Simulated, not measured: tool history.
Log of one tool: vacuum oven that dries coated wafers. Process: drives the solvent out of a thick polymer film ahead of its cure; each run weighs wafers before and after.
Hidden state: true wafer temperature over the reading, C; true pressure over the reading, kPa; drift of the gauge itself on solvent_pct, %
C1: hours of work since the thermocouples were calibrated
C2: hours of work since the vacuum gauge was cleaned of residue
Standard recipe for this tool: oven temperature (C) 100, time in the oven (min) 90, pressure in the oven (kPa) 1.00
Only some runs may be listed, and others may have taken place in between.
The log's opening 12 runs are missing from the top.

run 13 hour=513.8 | oven_temperature_(C)=100 time_in_the_oven_(min)=90 pressure_in_the_oven_(kPa)=0.74 | C1=767 C2=948 | solvent_left_in_the_film_(%)=2.56
run 14 hour=566.9 | oven_temperature_(C)=100 time_in_the_oven_(min)=90 pressure_in_the_oven_(kPa)=2.17 | C1=803 C2=984 | solvent_left_in_the_film_(%)=3.09
run 15 hour=600.8 | oven_temperature_(C)=100 time_in_the_oven_(min)=90 pressure_in_the_oven_(kPa)=3.20 | C1=826 C2=1007 | solvent_left_in_the_film_(%)=3.44
run 16 hour=643.1 | oven_temperature_(C)=100 time_in_the_oven_(min)=90 pressure_in_the_oven_(kPa)=0.51 | C1=855 C2=1035 | solvent_left_in_the_film_(%)=2.54
run 17 hour=696.0 | oven_temperature_(C)=100 time_in_the_oven_(min)=90 pressure_in_the_oven_(kPa)=0.51 | C1=891 C2=1071 | solvent_left_in_the_film_(%)=2.60
run 18 hour=741.6 | oven_temperature_(C)=100 time_in_the_oven_(min)=90 pressure_in_the_oven_(kPa)=0.51 | C1=921 C2=1102 | solvent_left_in_the_film_(%)=2.63
run 19 hour=792.9 | oven_temperature_(C)=100 time_in_the_oven_(min)=90 pressure_in_the_oven_(kPa)=0.51 | C1=956 C2=1137 | solvent_left_in_the_film_(%)=2.61
run 20 hour=823.1 | oven_temperature_(C)=100 time_in_the_oven_(min)=90 pressure_in_the_oven_(kPa)=0.51 | C1=976 C2=1157 | solvent_left_in_the_film_(%)=2.56
run 21 hour=871.8 | oven_temperature_(C)=100 time_in_the_oven_(min)=90 pressure_in_the_oven_(kPa)=0.51 | C1=1009 C2=1190 | solvent_left_in_the_film_(%)=2.60
run 22 hour=897.6 | oven_temperature_(C)=100 time_in_the_oven_(min)=90 pressure_in_the_oven_(kPa)=0.51 | C1=1027 C2=1207 | solvent_left_in_the_film_(%)=2.60
run 23 hour=954.1 | oven_temperature_(C)=100 time_in_the_oven_(min)=90 pressure_in_the_oven_(kPa)=0.51 | C1=1065 C2=1245 | solvent_left_in_the_film_(%)=2.61

Run 24 has not been measured yet. What should we expect?
run 24 hour=997.9 | oven_temperature_(C)=100 time_in_the_oven_(min)=90 pressure_in_the_oven_(kPa)=3.21 | C1=1095 C2=1275 | solvent_left_in_the_film_(%)=?

solvent left in the film (%): 3.52
Minus the tool's unlogged condition, the same run would have read solvent left in the film (%) 3.08.

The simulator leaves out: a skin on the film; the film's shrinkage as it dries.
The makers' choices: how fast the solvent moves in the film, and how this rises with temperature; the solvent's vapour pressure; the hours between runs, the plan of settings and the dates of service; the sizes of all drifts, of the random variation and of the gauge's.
